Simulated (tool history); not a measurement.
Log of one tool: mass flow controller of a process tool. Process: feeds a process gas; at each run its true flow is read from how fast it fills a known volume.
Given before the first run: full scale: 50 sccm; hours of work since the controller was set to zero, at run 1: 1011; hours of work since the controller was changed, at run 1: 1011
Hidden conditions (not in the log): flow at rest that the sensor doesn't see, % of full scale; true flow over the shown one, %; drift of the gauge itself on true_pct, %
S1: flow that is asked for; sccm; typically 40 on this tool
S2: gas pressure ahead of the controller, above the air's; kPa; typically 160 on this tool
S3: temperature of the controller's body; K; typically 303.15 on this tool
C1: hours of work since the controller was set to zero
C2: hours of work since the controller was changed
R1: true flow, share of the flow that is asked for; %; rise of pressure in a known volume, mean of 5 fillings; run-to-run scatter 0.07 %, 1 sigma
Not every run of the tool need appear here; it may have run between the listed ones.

run,hour,S1,S2,S3,C1,C2,R1
1,0.0,40,160,303.15,1011,1011,99.22
2,432.7,40,160,303.15,1246,1246,99.35
3,639.3,40,231,303.15,1358,1358,99.76
4,1009.5,40,160,303.15,1560,1560,99.25
5,1450.2,40,160,303.15,1800,1800,99.42
6,1704.3,40,160,303.15,1938,1938,99.22
7,2178.3,40,160,299.15,2196,2196,99.76
8,2452.3,40,160,299.15,2345,2345,99.91
9,2908.5,40,160,299.15,2593,2593,99.87
10,3261.4,40,160,299.15,2785,2785,99.88
11,3594.3,40,160,299.15,2966,2966,99.83
12,3976.3,26,203,294.15,3174,3174,100.14
13,4308.3,5,260,296.15,3355,3355,95.79
14,4609.5,32,160,296.15,3519,3519,99.90
15,4890.3,42,201,304.15,3672,3672,99.65
16,5194.1,8,198,304.15,3837,3837,96.26
17,5513.9,20,229,304.15,4011,4011,98.49
18,5990.5,21,160,306.15,4270,4270,98.14

4 ways to go on from here, each from the tool as it stands after run 18. What would each give?
A,6423.8,29,152,296.15,4506,4506,?
B,6423.8,26,160,301.15,4506,4506,?
C,6423.8,9,160,306.15,4506,4506,?
D,6423.8,36,192,294.15,4506,4506,?

run,R1
A,99.77
B,98.96
C,95.57
D,100.76
Without the tool's hidden state the same runs would have given:
run,R1
A,99.60
B,98.92
C,97.91
D,100.37

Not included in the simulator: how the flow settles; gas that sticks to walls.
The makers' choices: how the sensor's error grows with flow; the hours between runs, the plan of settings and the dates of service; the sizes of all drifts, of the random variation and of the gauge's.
